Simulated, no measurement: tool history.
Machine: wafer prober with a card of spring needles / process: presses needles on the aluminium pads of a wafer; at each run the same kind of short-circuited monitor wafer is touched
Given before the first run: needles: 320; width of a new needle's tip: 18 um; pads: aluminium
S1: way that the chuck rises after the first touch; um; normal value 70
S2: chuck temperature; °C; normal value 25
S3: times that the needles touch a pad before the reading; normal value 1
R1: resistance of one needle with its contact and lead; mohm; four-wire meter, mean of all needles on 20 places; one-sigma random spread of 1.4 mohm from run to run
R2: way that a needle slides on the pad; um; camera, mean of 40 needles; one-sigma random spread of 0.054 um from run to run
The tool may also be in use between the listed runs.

Run 1, hour 0: usual settings. Result: R1 115 mohm, R2 16.59 um.
At hour 7.3: tips cleaned on abrasive film.
At hour 17.1: tips cleaned on abrasive film.
At hour 29.2: tips cleaned on abrasive film.
At hour 39: tips cleaned on abrasive film.
Run 2, hour 46.7: usual settings. Result: R1 118 mohm, R2 16.64 um.
At hour 49.2: tips cleaned on abrasive film.
At hour 61.3: tips cleaned on abrasive film.
At hour 73.5: tips cleaned on abrasive film.
At hour 85.6: tips cleaned on abrasive film.
At hour 95.4: tips cleaned on abrasive film.
At hour 105.1: tips cleaned on abrasive film.
Run 3, hour 113.5: usual settings. Result: R1 116 mohm, R2 16.5 um.
At hour 116: tips cleaned on abrasive film.
At hour 128.2: tips cleaned on abrasive film.
At hour 140.3: tips cleaned on abrasive film.
At hour 150.1: tips cleaned on abrasive film.
Run 4, hour 153.6: usual settings but S1 66 um. Result: R1 120 mohm, R2 15.56 um.
At hour 161: tips cleaned on abrasive film.
At hour 170.7: tips cleaned on abrasive film.
At hour 182.9: tips cleaned on abrasive film.
At hour 188: height of the first contact set anew.
At hour 192.9: tips cleaned on abrasive film.
At hour 205: tips cleaned on abrasive film.
At hour 217.2: tips cleaned on abrasive film.
Run 5, hour 226.2: usual settings but S1 66 um. Result: R1 117 mohm, R2 15.55 um.
At hour 228.7: tips cleaned on abrasive film.
At hour 240.8: tips cleaned on abrasive film.
At hour 253: tips cleaned on abrasive film.
At hour 264.2: tips cleaned on abrasive film.
Run 6, hour 264.2: usual settings. Result: R1 118 mohm, R2 16.64 um.
At hour 273.9: tips cleaned on abrasive film.
At hour 286.1: tips cleaned on abrasive film.
At hour 298.2: tips cleaned on abrasive film.
At hour 307.9: tips cleaned on abrasive film.
At hour 320.1: tips cleaned on abrasive film.
At hour 329.8: tips cleaned on abrasive film.
Run 7, hour 332.6: usual settings. Result: R1 120 mohm, R2 16.42 um.
At hour 339.9: tips cleaned on abrasive film.
At hour 349.6: tips cleaned on abrasive film.
At hour 361.8: tips cleaned on abrasive film.
At hour 371.5: tips cleaned on abrasive film.
At hour 381.3: tips cleaned on abrasive film.
At hour 393.4: tips cleaned on abrasive film.
Run 8, hour 396.9: usual settings. Result: R1 116 mohm, R2 16.48 um.
At hour 404.2: tips cleaned on abrasive film.
At hour 414: tips cleaned on abrasive film.
At hour 426.1: tips cleaned on abrasive film.
At hour 438.3: tips cleaned on abrasive film.
At hour 450.4: tips cleaned on abrasive film.
At hour 460.2: tips cleaned on abrasive film.
At hour 472.3: tips cleaned on abrasive film.
Run 9, hour 479.8: usual settings. Result: R1 115 mohm, R2 16.3 um.
At hour 482.3: tips cleaned on abrasive film.
At hour 494.5: tips cleaned on abrasive film.
At hour 504.4: height of the first contact set anew.
At hour 506.9: tips cleaned on abrasive film.
At hour 519.1: tips cleaned on abrasive film.
At hour 528.8: tips cleaned on abrasive film.
At hour 541: tips cleaned on abrasive film.
At hour 553.1: tips cleaned on abrasive film.
Run 10, hour 558.3: usual settings. Result: R1 118 mohm, R2 16.35 um.
At hour 563.3: tips cleaned on abrasive film.
At hour 573: tips cleaned on abrasive film.
At hour 585.2: tips cleaned on abrasive film.
At hour 597.3: tips cleaned on abrasive film.
At hour 609.5: tips cleaned on abrasive film.
At hour 621.6: tips cleaned on abrasive film.
At hour 633.8: tips cleaned on abrasive film.
Run 11, hour 639.8: usual settings but S3 2. Result: R1 117 mohm, R2 16.41 um.
At hour 644.7: tips cleaned on abrasive film.
At hour 654.5: tips cleaned on abrasive film.
At hour 666.6: tips cleaned on abrasive film.
At hour 676.4: tips cleaned on abrasive film.
At hour 688.5: tips cleaned on abrasive film.
Run 12, hour 694.1: usual settings but S2 28 °C, S3 2. Result: R1 116 mohm, R2 16.3 um.
At hour 699.1: tips cleaned on abrasive film.
At hour 711.2: tips cleaned on abrasive film.
At hour 723.4: tips cleaned on abrasive film.
At hour 735.5: tips cleaned on abrasive film.
At hour 745.3: tips cleaned on abrasive film.
At hour 757.4: tips cleaned on abrasive film.
Run 13, hour 760.9: usual settings but S1 82 um. Result: R1 116 mohm, R2 19.01 um.
At hour 768.3: tips cleaned on abrasive film.
At hour 780.4: tips cleaned on abrasive film.
At hour 792.6: tips cleaned on abrasive film.
At hour 804.7: tips cleaned on abrasive film.
At hour 816.9: tips cleaned on abrasive film.
At hour 819.6: height of the first contact set anew.
At hour 829.3: tips cleaned on abrasive film.
At hour 839.1: tips cleaned on abrasive film.
Run 14, hour 842: usual settings but S1 65 um, S2 49 °C, S3 2. Result: R1 121 mohm, R2 15.08 um.
At hour 849.3: tips cleaned on abrasive film.
At hour 859: tips cleaned on abrasive film.
At hour 871.2: tips cleaned on abrasive film.
At hour 883.3: tips cleaned on abrasive film.
At hour 893.1: tips cleaned on abrasive film.
At hour 905.2: tips cleaned on abrasive film.
Run 15, hour 910.7: usual settings but S1 65 um, S2 70 °C, S3 2. Result: R1 122 mohm, R2 14.99 um.
At hour 915.6: tips cleaned on abrasive film.
At hour 927.7: tips cleaned on abrasive film.
At hour 937.5: tips cleaned on abrasive film.
At hour 949.6: tips cleaned on abrasive film.
At hour 961.8: tips cleaned on abrasive film.
At hour 971.5: tips cleaned on abrasive film.
Run 16, hour 981: usual settings but S1 65 um, S2 70 °C, S3 2. Result: R1 126 mohm, R2 15.01 um.
At hour 983.5: tips cleaned on abrasive film.
At hour 993.2: tips cleaned on abrasive film.
At hour 1003: tips cleaned on abrasive film.
At hour 1015.1: tips cleaned on abrasive film.
At hour 1027.3: tips cleaned on abrasive film.
Run 17, hour 1032.7: usual settings but S1 53 um, S2 46 °C, S3 3. Result: R1 123 mohm, R2 12.3 um.
At hour 1037.6: tips cleaned on abrasive film.
At hour 1049.8: tips cleaned on abrasive film.
At hour 1061.9: tips cleaned on abrasive film.
At hour 1074.1: tips cleaned on abrasive film.
At hour 1076.5: gauge calibrated.
Run 18, hour 1081.5: usual settings but S2 29 °C, S3 3. Result: R1 118 mohm, R2 16.6 um.
At hour 1084: tips cleaned on abrasive film.
At hour 1096.2: tips cleaned on abrasive film.
At hour 1105.9: tips cleaned on abrasive film.
At hour 1115.7: tips cleaned on abrasive film.
At hour 1127.8: tips cleaned on abrasive film.
At hour 1135.3: height of the first contact set anew.
At hour 1139.9: tips cleaned on abrasive film.
Run 19, hour 1139.9: usual settings but S1 89 um, S3 2. Result: R1 113 mohm, R2 21.08 um.
At hour 1152: tips cleaned on abrasive film.
At hour 1161.8: tips cleaned on abrasive film.
At hour 1173.9: tips cleaned on abrasive film.
At hour 1186.1: tips cleaned on abrasive film.
Run 20, hour 1195.1: usual settings but S1 57 um, S2 26 °C. Result: R1 122 mohm, R2 13.45 um.
At hour 1197.6: tips cleaned on abrasive film.
At hour 1209.8: tips cleaned on abrasive film.
At hour 1219.5: tips cleaned on abrasive film.
At hour 1229.3: tips cleaned on abrasive film.
Run 21, hour 1232.5: usual settings but S1 51 um, S3 2. Result: R1 123 mohm, R2 12.01 um.
At hour 1239.8: tips cleaned on abrasive film.
At hour 1252: tips cleaned on abrasive film.
At hour 1264.1: tips cleaned on abrasive film.
At hour 1276.3: tips cleaned on abrasive film.
At hour 1287.4: tips cleaned on abrasive film.
Run 22, hour 1287.4: usual settings but S1 52 um, S2 36 °C. Result: R1 126 mohm, R2 12.35 um.

Had the tool no unlogged condition, and each run kept its random variation, what would the results have been?
Hidden state present: debris on the tips, nm; way that the needles fall short of the set height, um; tips' diameter, um; drift of the gauge itself on contact_mohm, %; drift of the gauge itself on scrub_um, %.
run     R2
  1   16.6
  2  16.66
  3  16.55
  4  15.62
  5  15.64
  6  16.75
  7  16.56
  8  16.64
  9  16.49
 10  16.58
 11  16.67
 12  16.59
 13  19.38
 14   15.4
 15  15.33
 16  15.38
 17  12.61
 18  16.61
 19  21.12
 20  13.48
 21  12.05
 22  12.42
For R1, the value without the hidden state is never more than 1 mohm from the measured value.

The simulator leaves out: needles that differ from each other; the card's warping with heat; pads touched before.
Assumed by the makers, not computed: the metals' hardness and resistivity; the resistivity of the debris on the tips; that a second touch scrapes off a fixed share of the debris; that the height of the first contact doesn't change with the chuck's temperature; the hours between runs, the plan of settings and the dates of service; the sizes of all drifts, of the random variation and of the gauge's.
